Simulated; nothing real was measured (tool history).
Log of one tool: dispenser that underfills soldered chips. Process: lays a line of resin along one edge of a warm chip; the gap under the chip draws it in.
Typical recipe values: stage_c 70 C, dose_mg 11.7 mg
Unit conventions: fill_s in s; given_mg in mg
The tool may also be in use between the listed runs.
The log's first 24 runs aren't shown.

{"run": 25, "hour": 111.4, "stage_c": 71, "dose_mg": 14.3, "fill_s": 22.5, "given_mg": 13.26}
{"run": 26, "hour": 116.5, "stage_c": 66, "dose_mg": 12.5, "fill_s": 32.8, "given_mg": 11.45}
{"hour": 120.0, "done": "new syringe of resin"}
{"run": 27, "hour": 122.7, "stage_c": 81, "dose_mg": 12.8, "fill_s": 13.5, "given_mg": 11.71}
{"run": 28, "hour": 127.9, "stage_c": 81, "dose_mg": 12.8, "fill_s": 16.7, "given_mg": 11.78}
{"run": 29, "hour": 133.3, "stage_c": 70, "dose_mg": 10.6, "fill_s": 29, "given_mg": 9.64}
{"hour": 136.3, "done": "new syringe of resin"}
{"run": 30, "hour": 136.6, "stage_c": 68, "dose_mg": 11.1, "fill_s": 21.1, "given_mg": 10.1}
{"run": 31, "hour": 140.6, "stage_c": 66, "dose_mg": 12.2, "fill_s": 24.7, "given_mg": 11.13}
{"run": 32, "hour": 143.9, "stage_c": 66, "dose_mg": 12.2, "fill_s": 27.9, "given_mg": 11.08}
{"run": 33, "hour": 147.1, "stage_c": 80, "dose_mg": 13.6, "fill_s": 19.2, "given_mg": 12.29}
{"hour": 152.4, "done": "new syringe of resin"}
{"run": 34, "hour": 152.4, "stage_c": 63, "dose_mg": 13.3, "fill_s": 23.9, "given_mg": 12.01}
{"hour": 156.2, "done": "dispensing valve cleaned and set on the balance"}
{"run": 35, "hour": 156.2, "stage_c": 76, "dose_mg": 12.4, "fill_s": 17.2, "given_mg": 12.38}
{"run": 36, "hour": 161.4, "stage_c": 58, "dose_mg": 11.7, "fill_s": 37.3, "given_mg": 11.55}
{"run": 37, "hour": 167.5, "stage_c": 79, "dose_mg": 12, "fill_s": 21.9, "given_mg": 11.89}

Below are 3 alternative next runs, each starting from the tool's condition after run 37. Predict each:
{"hour": 169.4, "done": "new syringe of resin"}
{"run": "A", "hour": 173.6, "stage_c": 58, "dose_mg": 10.7, "fill_s": "?", "given_mg": "?"}
{"hour": 169.4, "done": "new syringe of resin"}
{"run": "B", "hour": 173.6, "stage_c": 81, "dose_mg": 12.2, "fill_s": "?", "given_mg": "?"}
{"hour": 169.4, "done": "new syringe of resin"}
{"run": "C", "hour": 173.6, "stage_c": 65, "dose_mg": 12, "fill_s": "?", "given_mg": "?"}

run=A fill_s=34.8 given_mg=10.64
run=B fill_s=15.1 given_mg=11.98
run=C fill_s=25.4 given_mg=11.76
With no hidden state in the tool, these same runs would have given:
run=A fill_s=29.4 given_mg=10.79
run=B fill_s=12.8 given_mg=12.15
run=C fill_s=21.5 given_mg=11.92
